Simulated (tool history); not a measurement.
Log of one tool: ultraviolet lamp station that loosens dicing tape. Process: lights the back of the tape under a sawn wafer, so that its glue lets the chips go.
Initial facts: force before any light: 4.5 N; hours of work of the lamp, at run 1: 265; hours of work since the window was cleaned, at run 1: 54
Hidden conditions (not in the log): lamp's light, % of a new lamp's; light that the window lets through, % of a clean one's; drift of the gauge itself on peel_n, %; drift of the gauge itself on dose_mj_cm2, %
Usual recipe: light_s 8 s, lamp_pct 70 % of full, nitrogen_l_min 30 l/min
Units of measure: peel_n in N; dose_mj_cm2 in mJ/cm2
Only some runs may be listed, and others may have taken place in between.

run,hour,light_s,lamp_pct,nitrogen_l_min,hours of work of the lamp,hours of work since the window was cleaned,peel_n,dose_mj_cm2
1,0.0,8,70,30,265,54,0.319,443
2,9.8,8,70,30,273,61,0.323,438
3,15.9,8,70,30,277,66,0.319,435
4,27.8,8,70,30,287,75,0.321,437
5,36.9,8,70,30,294,82,0.302,438
6,43.4,6,70,30,299,87,0.574,325
7,49.7,6,70,30,304,92,0.568,331
8,57.5,8,70,30,310,98,0.313,437
9,65.9,8,70,30,316,105,0.325,438
10,74.1,8,70,30,323,111,0.316,438
11,81.4,5,70,30,328,117,0.806,271
12,92.5,5,70,30,337,125,0.760,270
13,101.4,5,70,30,344,132,0.792,272
14,107.9,5,70,30,349,137,0.796,274
15,114.7,8,70,30,354,143,0.331,444
16,125.4,8,70,30,363,151,0.335,435
17,133.4,9,70,30,369,157,0.234,490
18,140.0,9,70,30,374,162,0.235,495
19,152.9,9,70,30,384,173,0.238,486
20,159.5,9,70,30,389,178,0.250,494
21,170.1,9,70,30,397,186,0.245,489
22,180.3,11,81,10,405,194,0.305,693
23,191.8,9,65,10,414,203,0.687,454
24,198.5,9,65,10,420,208,0.684,459
25,205.8,6,65,10,425,214,1.232,302
26,216.7,13,82,35,434,222,0.087,829
27,225.5,4,91,49,441,229,0.573,282
28,234.4,9,91,49,447,236,0.102,640
# hour 237.8: window cleaned of glue's vapour
29,244.0,8,85,58,455,5,0.131,534
30,249.7,8,70,17,459,9,0.494,435
31,263.6,11,70,15,470,20,0.288,602
32,271.1,9,91,30,476,26,0.137,637
33,282.4,11,83,32,484,35,0.106,712
34,296.0,11,83,32,495,45,0.108,711
35,302.9,8,70,45,500,51,0.237,435
36,317.0,7,73,14,511,62,0.675,395
37,326.7,8,70,26,519,69,0.354,435
38,336.6,8,70,26,527,77,0.354,438
39,344.1,8,70,10,532,83,0.710,433
40,355.9,8,70,10,542,92,0.727,434
41,363.6,5,92,24,548,98,0.563,362

Below are 5 alternative next runs, each starting from the tool's condition after run 41. Predict each:
A,376.2,5,64,18,557,108,?,?
B,376.2,7,88,30,557,108,?,?
C,376.2,16,87,55,557,108,?,?
D,376.2,11,70,33,557,108,?,?
E,376.2,8,95,10,557,108,?,?

run,peel_n,dose_mj_cm2
A,1.181,251
B,0.249,484
C,0.081,1086
D,0.141,604
E,0.402,594
Without the tool's hidden state the same runs would have given:
run,peel_n,dose_mj_cm2
A,1.177,251
B,0.248,485
C,0.080,1088
D,0.141,605
E,0.400,596
